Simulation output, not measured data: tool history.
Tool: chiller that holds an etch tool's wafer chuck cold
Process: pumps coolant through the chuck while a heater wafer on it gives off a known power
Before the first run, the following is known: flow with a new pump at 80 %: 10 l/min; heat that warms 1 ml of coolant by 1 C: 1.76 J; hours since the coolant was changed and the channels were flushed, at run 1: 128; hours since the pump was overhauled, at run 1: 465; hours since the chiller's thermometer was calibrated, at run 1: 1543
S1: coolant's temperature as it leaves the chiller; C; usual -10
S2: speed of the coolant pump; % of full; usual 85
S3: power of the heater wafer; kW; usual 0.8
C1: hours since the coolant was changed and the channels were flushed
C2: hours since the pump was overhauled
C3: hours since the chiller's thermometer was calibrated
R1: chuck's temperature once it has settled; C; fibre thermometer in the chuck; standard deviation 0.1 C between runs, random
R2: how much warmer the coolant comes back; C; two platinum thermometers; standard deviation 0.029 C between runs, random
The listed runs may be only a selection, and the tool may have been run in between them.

run 1 hour=0 | S1=-10 S2=85 S3=0.8 | C1=128 C2=465 C3=1543 | R1=-4 R2=2.53
run 2 hour=102.9 | S1=-10 S2=85 S3=0.721 | C1=231 C2=568 C3=1646 | R1=-4.6 R2=2.28
run 3 hour=158.5 | S1=-10 S2=85 S3=0.8 | C1=287 C2=624 C3=1702 | R1=-4.1 R2=2.58
run 4 hour=241.5 | S1=-10 S2=85 S3=0.8 | C1=370 C2=707 C3=1785 | R1=-4.1 R2=2.5
run 5 hour=351.1 | S1=-11 S2=85 S3=0.8 | C1=479 C2=816 C3=1895 | R1=-5.1 R2=2.54
run 6 hour=406.9 | S1=-11 S2=85 S3=0.8 | C1=535 C2=872 C3=1950 | R1=-5 R2=2.49
run 7 hour=475.1 | S1=-11 S2=85 S3=0.8 | C1=603 C2=940 C3=2019 | R1=-5.3 R2=2.53
run 8 hour=603.8 | S1=-10 S2=85 S3=0.8 | C1=732 C2=1069 C3=2147 | R1=-4.1 R2=2.43
run 9 hour=707.9 | S1=-10 S2=85 S3=0.8 | C1=836 C2=1173 C3=2251 | R1=-4 R2=2.47
run 10 hour=838.6 | S1=-10 S2=85 S3=0.8 | C1=967 C2=1304 C3=2382 | R1=-3.9 R2=2.5
run 11 hour=920.3 | S1=-10 S2=85 S3=0.8 | C1=1049 C2=1386 C3=2464 | R1=-4.2 R2=2.4
run 12 hour=1009.7 | S1=-10 S2=85 S3=0.8 | C1=1138 C2=1475 C3=2553 | R1=-4 R2=2.42
run 13 hour=1076.1 | S1=-10 S2=85 S3=0.8 | C1=1204 C2=1541 C3=2620 | R1=-4 R2=2.45
run 14 hour=1153.1 | S1=-10 S2=85 S3=0.8 | C1=1281 C2=1618 C3=2697 | R1=-4.2 R2=2.38
run 15 hour=1225.7 | S1=-10 S2=85 S3=0.8 | C1=1354 C2=1691 C3=2769 | R1=-4.1 R2=2.41
run 16 hour=1340.9 | S1=-10 S2=85 S3=0.8 | C1=1469 C2=1806 C3=2884 | R1=-4.1 R2=2.36
run 17 hour=1427.5 | S1=-10 S2=85 S3=0.8 | C1=1556 C2=1893 C3=2971 | R1=-4.1 R2=2.35
run 18 hour=1523.6 | S1=-19 S2=88 S3=1.045 | C1=1652 C2=1989 C3=3067 | R1=-11.3 R2=3.06
run 19 hour=1609.1 | S1=-11 S2=77 S3=1 | C1=1737 C2=2074 C3=3153 | R1=-3.1 R2=3.36
run 20 hour=1676.2 | S1=-11 S2=77 S3=1 | C1=1804 C2=2141 C3=3220 | R1=-2.7 R2=3.41
run 21 hour=1774.4 | S1=-10 S2=90 S3=1.085 | C1=1903 C2=2240 C3=3318 | R1=-2.1 R2=3.08
run 22 hour=1843.5 | S1=-10 S2=90 S3=1.085 | C1=1972 C2=2309 C3=3387 | R1=-2.2 R2=3
run 23 hour=1916.7 | S1=-10 S2=85 S3=0.479 | C1=2045 C2=2382 C3=3460 | R1=-6.5 R2=1.32
run 24 hour=1998.6 | S1=-10 S2=96 S3=0.91 | C1=2127 C2=2464 C3=3542 | R1=-3.6 R2=2.29
run 25 hour=2088.2 | S1=-10 S2=96 S3=0.91 | C1=2216 C2=2553 C3=3632 | R1=-3.8 R2=2.3
run 26 hour=2191.8 | S1=-10 S2=96 S3=0.91 | C1=2320 C2=2657 C3=3735 | R1=-3.7 R2=2.28
run 27 hour=2283.5 | S1=-10 S2=96 S3=0.91 | C1=2412 C2=2749 C3=3827 | R1=-3.7 R2=2.28
run 28 hour=2383.9 | S1=-10 S2=98 S3=0.523 | C1=2512 C2=2849 C3=3927 | R1=-6.4 R2=1.11
run 29 hour=2485.2 | S1=-8 S2=85 S3=0.8 | C1=2613 C2=2950 C3=4029 | R1=-2.1 R2=2.24
run 30 hour=2565.4 | S1=-8 S2=89 S3=0.653 | C1=2694 C2=3031 C3=4109 | R1=-3.1 R2=1.68
run 31 hour=2683.1 | S1=-18 S2=82 S3=0.701 | C1=2811 C2=3148 C3=4227 | R1=-12.7 R2=1.98

Each run again, without the hidden state but with its own random variation kept:
The hidden state here: heat passed by the chuck's channels, % of clean ones'; flow at a given pump speed, % of a new pump's; coolant's true temperature over the reading, C; drift of the gauge itself on chuck_c, C; drift of the gauge itself on warmer_back_c, C.
run=1 R2=2.53
run=2 R2=2.29
run=3 R2=2.6
run=4 R2=2.53
run=5 R2=2.58
run=6 R2=2.54
run=7 R2=2.59
run=8 R2=2.5
run=9 R2=2.56
run=10 R2=2.6
run=11 R2=2.52
run=12 R2=2.54
run=13 R2=2.58
run=14 R2=2.52
run=15 R2=2.56
run=16 R2=2.53
run=17 R2=2.53
run=18 R2=3.24
run=19 R2=3.55
run=20 R2=3.61
run=21 R2=3.3
run=22 R2=3.23
run=23 R2=1.55
run=24 R2=2.54
run=25 R2=2.56
run=26 R2=2.55
run=27 R2=2.56
run=28 R2=1.41
run=29 R2=2.55
run=30 R2=1.99
run=31 R2=2.31
R1 without the hidden state stays within 0.1 C of what was measured, in all runs.
